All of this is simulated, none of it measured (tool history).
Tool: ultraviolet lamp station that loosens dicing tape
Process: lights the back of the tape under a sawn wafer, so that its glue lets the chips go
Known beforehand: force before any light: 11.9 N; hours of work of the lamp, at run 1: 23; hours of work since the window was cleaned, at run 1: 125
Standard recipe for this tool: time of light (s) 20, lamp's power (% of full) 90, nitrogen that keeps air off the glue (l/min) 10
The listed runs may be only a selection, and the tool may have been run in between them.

| run | day | time of light (s) | lamp's power (% of full) | nitrogen that keeps air off the glue (l/min) | hours of work of the lamp | hours of work since the window was cleaned | force that peels the tape off (N) | light that reached the tape (mJ/cm2) |
|---|---|---|---|---|---|---|---|---|
| 1 | 0.000 | 20 | 90 | 10 | 23 | 125 | 0.424 | 664 |
| 2 | 1.533 | 20 | 90 | 10 | 45 | 146 | 0.439 | 667 |
| 3 | 3.225 | 35 | 90 | 10 | 69 | 170 | 0.136 | 1162 |
| 4 | 4.929 | 20 | 90 | 5 | 93 | 194 | 0.704 | 671 |
| 5 | 6.088 | 18 | 90 | 5 | 109 | 211 | 0.936 | 597 |
| 6 | 7.717 | 18 | 90 | 5 | 132 | 234 | 0.957 | 594 |
| 7 | 8.471 | 18 | 90 | 5 | 143 | 244 | 0.937 | 597 |
| 8 | 10.208 | 20 | 90 | 10 | 168 | 269 | 0.439 | 664 |
| 9 | 11.088 | 20 | 90 | 10 | 180 | 281 | 0.432 | 658 |
| 10 | 12.433 | 20 | 83 | 10 | 199 | 301 | 0.526 | 605 |
| 11 | 13.717 | 20 | 83 | 10 | 217 | 319 | 0.534 | 606 |
| 12 | 14.871 | 20 | 83 | 10 | 234 | 335 | 0.544 | 614 |
|  | 16.029 | window cleaned of glue's vapour |
| 13 | 16.029 | 20 | 90 | 10 | 250 | 0 | 0.434 | 663 |
| 14 | 17.058 | 20 | 90 | 10 | 264 | 15 | 0.447 | 664 |
| 15 | 18.596 | 20 | 90 | 10 | 286 | 36 | 0.436 | 658 |
| 16 | 19.604 | 20 | 90 | 10 | 300 | 51 | 0.453 | 662 |
| 17 | 21.129 | 20 | 90 | 14 | 322 | 72 | 0.347 | 658 |
| 18 | 22.321 | 20 | 90 | 14 | 339 | 89 | 0.348 | 656 |
| 19 | 24.108 | 20 | 90 | 10 | 364 | 114 | 0.443 | 655 |
| 20 | 25.708 | 20 | 90 | 10 | 387 | 137 | 0.420 | 664 |
| 21 | 26.979 | 20 | 90 | 10 | 405 | 155 | 0.437 | 658 |
| 22 | 28.546 | 20 | 90 | 10 | 427 | 177 | 0.426 | 654 |
| 23 | 30.267 | 20 | 90 | 10 | 451 | 201 | 0.428 | 652 |
| 24 | 31.133 | 26 | 90 | 10 | 463 | 214 | 0.223 | 851 |
| 25 | 32.850 | 26 | 63 | 6 | 488 | 238 | 0.794 | 592 |
| 26 | 33.912 | 26 | 63 | 6 | 503 | 253 | 0.780 | 593 |
| 27 | 35.692 | 26 | 63 | 6 | 528 | 278 | 0.811 | 591 |
| 28 | 36.650 | 26 | 85 | 4 | 541 | 292 | 0.539 | 790 |
|  | 37.717 | gauge calibrated |
| 29 | 38.221 | 26 | 85 | 4 | 564 | 314 | 0.511 | 821 |
| 30 | 39.050 | 24 | 68 | 8 | 575 | 326 | 0.651 | 608 |
| 31 | 40.742 | 24 | 68 | 8 | 599 | 350 | 0.661 | 603 |
|  | 40.883 | window cleaned of glue's vapour |
| 32 | 41.858 | 17 | 91 | 10 | 615 | 14 | 0.633 | 573 |
| 33 | 43.579 | 17 | 91 | 10 | 639 | 38 | 0.641 | 577 |
| 34 | 44.596 | 20 | 70 | 5 | 653 | 52 | 1.311 | 522 |
| 35 | 45.446 | 20 | 70 | 5 | 666 | 65 | 1.320 | 514 |
| 36 | 46.538 | 19 | 98 | 8 | 681 | 80 | 0.469 | 692 |
| 37 | 47.375 | 34 | 93 | 10 | 693 | 92 | 0.128 | 1161 |
| 38 | 48.375 | 20 | 68 | 10 | 707 | 106 | 0.862 | 500 |
| 39 | 49.225 | 20 | 68 | 10 | 719 | 118 | 0.901 | 503 |
| 40 | 50.496 | 35 | 88 | 8 | 737 | 136 | 0.143 | 1132 |
| 41 | 51.646 | 35 | 88 | 8 | 753 | 152 | 0.155 | 1130 |
| 42 | 52.450 | 12 | 64 | 3 | 765 | 164 | 4.169 | 279 |

Measured result minus the same run's result without the hidden state. Both carry the same run-to-run variation, though not necessarily the same gauge scatter:
Hidden state present: lamp's light, % of a new lamp's; light that the window lets through, % of a clean one's; drift of the gauge itself on peel_n, %; drift of the gauge itself on dose_mj_cm2, %.
| run | light that reached the tape (mJ/cm2) |
|---|---|
| 1 | +0 |
| 2 | -1 |
| 3 | -3 |
| 4 | -2 |
| 5 | -3 |
| 6 | -4 |
| 7 | -4 |
| 8 | -5 |
| 9 | -6 |
| 10 | -7 |
| 11 | -7 |
| 12 | -7 |
| 13 | -9 |
| 14 | -9 |
| 15 | -9 |
| 16 | -11 |
| 17 | -12 |
| 18 | -12 |
| 19 | -13 |
| 20 | -14 |
| 21 | -14 |
| 22 | -15 |
| 23 | -16 |
| 24 | -21 |
| 25 | -16 |
| 26 | -17 |
| 27 | -17 |
| 28 | -24 |
| 29 | +0 |
| 30 | -1 |
| 31 | -2 |
| 32 | -2 |
| 33 | -3 |
| 34 | -3 |
| 35 | -3 |
| 36 | -5 |
| 37 | -9 |
| 38 | -4 |
| 39 | -5 |
| 40 | -12 |
| 41 | -13 |
| 42 | -3 |
force that peels the tape off (N): differs from the measured result by no more than 0.002 in any run.
